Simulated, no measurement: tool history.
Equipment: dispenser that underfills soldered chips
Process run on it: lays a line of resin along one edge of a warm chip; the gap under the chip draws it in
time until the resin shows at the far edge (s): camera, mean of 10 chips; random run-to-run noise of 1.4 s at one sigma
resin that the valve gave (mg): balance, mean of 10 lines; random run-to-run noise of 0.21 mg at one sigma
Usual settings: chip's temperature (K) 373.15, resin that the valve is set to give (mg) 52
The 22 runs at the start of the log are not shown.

run,hour,chip's temperature (K),resin that the valve is set to give (mg),hours of work since the syringe was changed,hours of work since the valve was cleaned,hours of work since the stage was calibrated,time until the resin shows at the far edge (s),resin that the valve gave (mg)
23,109.5,362.15,65,5,21,116,312.4,63.65
24,112.4,384.15,65,7,23,118,142.6,63.78
# hour 115.5: new syringe of resin
25,119.2,367.15,54.4,3,27,123,207.1,52.88
26,122,367.15,54.4,5,29,125,245.7,52.77
27,125.5,362.15,54.7,7,32,128,372.5,53.06
# hour 128.6: new syringe of resin
28,129.7,373.15,46.7,1,35,130,146.2,45.17
29,135.7,370.15,53.2,5,39,135,225.4,51.32
# hour 141.9: new syringe of resin
30,142.1,370.15,53.2,0,43,139,153.6,51.03
31,146.5,368.15,49.8,3,46,142,215.6,47.49
32,149.2,384.15,49.8,5,48,144,129,47.8
33,153.5,385.15,45.8,8,51,147,162.4,43.86
# hour 155: new syringe of resin
34,157.7,369.15,53.2,2,54,150,186.2,50.45
35,164.4,373.15,61.7,7,59,155,221.9,58.56

Each row is a separate what-if for the run after 35, all from the same tool condition, not one after another. Results?
# hour 168.2: new syringe of resin
A,171.2,368.15,58.4,2,63,159,?,?
# hour 168.2: new syringe of resin
B,171.2,375.15,57.5,2,63,159,?,?
# hour 168.2: new syringe of resin
C,171.2,360.15,54.1,2,63,159,?,?
# hour 168.2: new syringe of resin
D,171.2,385.15,59.2,2,63,159,?,?
# hour 168.2: new syringe of resin
E,171.2,365.15,62,2,63,159,?,?

run,time until the resin shows at the far edge (s),resin that the valve gave (mg)
A,185.1,55.1
B,141.2,54.42
C,273.4,50.71
D,92.1,55.55
E,214.8,58.52
The same runs, with their run-to-run variation unchanged, on a tool lacking any hidden condition would have given:
run,time until the resin shows at the far edge (s),resin that the valve gave (mg)
A,161.2,58.49
B,122.8,57.76
C,237.7,53.83
D,80.1,58.96
E,187.5,62.11
